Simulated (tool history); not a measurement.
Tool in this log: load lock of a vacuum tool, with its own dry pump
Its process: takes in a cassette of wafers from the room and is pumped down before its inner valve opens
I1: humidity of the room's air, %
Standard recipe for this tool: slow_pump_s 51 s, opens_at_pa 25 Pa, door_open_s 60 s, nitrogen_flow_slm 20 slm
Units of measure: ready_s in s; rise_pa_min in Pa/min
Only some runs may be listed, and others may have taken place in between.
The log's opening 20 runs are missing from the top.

{"run": 21, "hour": 1358.8, "slow_pump_s": 51, "opens_at_pa": 27, "door_open_s": 41, "nitrogen_flow_slm": 23, "I1": 46.0, "ready_s": 102.7, "rise_pa_min": 0.071}
{"run": 22, "hour": 1430.6, "slow_pump_s": 51, "opens_at_pa": 21, "door_open_s": 60, "nitrogen_flow_slm": 7, "I1": 44.3, "ready_s": 105.3, "rise_pa_min": 0.087}
{"run": 23, "hour": 1470.7, "slow_pump_s": 82, "opens_at_pa": 25, "door_open_s": 60, "nitrogen_flow_slm": 25, "I1": 47.7, "ready_s": 128.4, "rise_pa_min": 0.073}
{"run": 24, "hour": 1559.2, "slow_pump_s": 82, "opens_at_pa": 25, "door_open_s": 60, "nitrogen_flow_slm": 25, "I1": 42.2, "ready_s": 129.6, "rise_pa_min": 0.075}
{"run": 25, "hour": 1643.0, "slow_pump_s": 82, "opens_at_pa": 25, "door_open_s": 168, "nitrogen_flow_slm": 7, "I1": 48.4, "ready_s": 128.9, "rise_pa_min": 0.113}
{"run": 26, "hour": 1732.8, "slow_pump_s": 82, "opens_at_pa": 25, "door_open_s": 168, "nitrogen_flow_slm": 7, "I1": 45.9, "ready_s": 127.4, "rise_pa_min": 0.11}
{"run": 27, "hour": 1803.1, "slow_pump_s": 82, "opens_at_pa": 25, "door_open_s": 168, "nitrogen_flow_slm": 7, "I1": 44.7, "ready_s": 130.0, "rise_pa_min": 0.106}
{"run": 28, "hour": 1898.6, "slow_pump_s": 82, "opens_at_pa": 25, "door_open_s": 168, "nitrogen_flow_slm": 7, "I1": 45.6, "ready_s": 130.8, "rise_pa_min": 0.11}
{"run": 29, "hour": 1951.8, "slow_pump_s": 51, "opens_at_pa": 43, "door_open_s": 60, "nitrogen_flow_slm": 6, "I1": 41.1, "ready_s": 98.8, "rise_pa_min": 0.095}
{"run": 30, "hour": 2016.4, "slow_pump_s": 51, "opens_at_pa": 25, "door_open_s": 77, "nitrogen_flow_slm": 13, "I1": 44.9, "ready_s": 104.3, "rise_pa_min": 0.088}
{"run": 31, "hour": 2067.5, "slow_pump_s": 51, "opens_at_pa": 25, "door_open_s": 77, "nitrogen_flow_slm": 13, "I1": 46.5, "ready_s": 103.1, "rise_pa_min": 0.094}
{"run": 32, "hour": 2147.6, "slow_pump_s": 47, "opens_at_pa": 41, "door_open_s": 44, "nitrogen_flow_slm": 8, "I1": 46.0, "ready_s": 96.9, "rise_pa_min": 0.093}
{"run": 33, "hour": 2211.5, "slow_pump_s": 47, "opens_at_pa": 41, "door_open_s": 44, "nitrogen_flow_slm": 8, "I1": 46.4, "ready_s": 97.6, "rise_pa_min": 0.088}
{"run": 34, "hour": 2266.6, "slow_pump_s": 47, "opens_at_pa": 41, "door_open_s": 44, "nitrogen_flow_slm": 8, "I1": 43.9, "ready_s": 97.5, "rise_pa_min": 0.093}
{"run": 35, "hour": 2359.0, "slow_pump_s": 51, "opens_at_pa": 25, "door_open_s": 26, "nitrogen_flow_slm": 18, "I1": 45.4, "ready_s": 103.1, "rise_pa_min": 0.082}
{"run": 36, "hour": 2432.1, "slow_pump_s": 81, "opens_at_pa": 35, "door_open_s": 35, "nitrogen_flow_slm": 10, "I1": 44.7, "ready_s": 124.9, "rise_pa_min": 0.091}

Here are 4 independent what-if runs from the current tool condition. What would each one return?
{"run": "A", "hour": 2516.6, "slow_pump_s": 29, "opens_at_pa": 35, "door_open_s": 78, "nitrogen_flow_slm": 20, "I1": 46.3, "ready_s": "?", "rise_pa_min": "?"}
{"run": "B", "hour": 2516.6, "slow_pump_s": 50, "opens_at_pa": 35, "door_open_s": 35, "nitrogen_flow_slm": 10, "I1": 42.0, "ready_s": "?", "rise_pa_min": "?"}
{"run": "C", "hour": 2516.6, "slow_pump_s": 48, "opens_at_pa": 35, "door_open_s": 35, "nitrogen_flow_slm": 10, "I1": 45.0, "ready_s": "?", "rise_pa_min": "?"}
{"run": "D", "hour": 2516.6, "slow_pump_s": 81, "opens_at_pa": 40, "door_open_s": 182, "nitrogen_flow_slm": 10, "I1": 47.6, "ready_s": "?", "rise_pa_min": "?"}

run=A ready_s=83.7 rise_pa_min=0.086
run=B ready_s=100.6 rise_pa_min=0.090
run=C ready_s=100.0 rise_pa_min=0.092
run=D ready_s=126.3 rise_pa_min=0.114
Take away the tool's hidden state, keep each run's random variation, and the runs would have read:
run=A ready_s=80.9 rise_pa_min=0.025
run=B ready_s=98.0 rise_pa_min=0.029
run=C ready_s=97.3 rise_pa_min=0.032
run=D ready_s=124.0 rise_pa_min=0.051
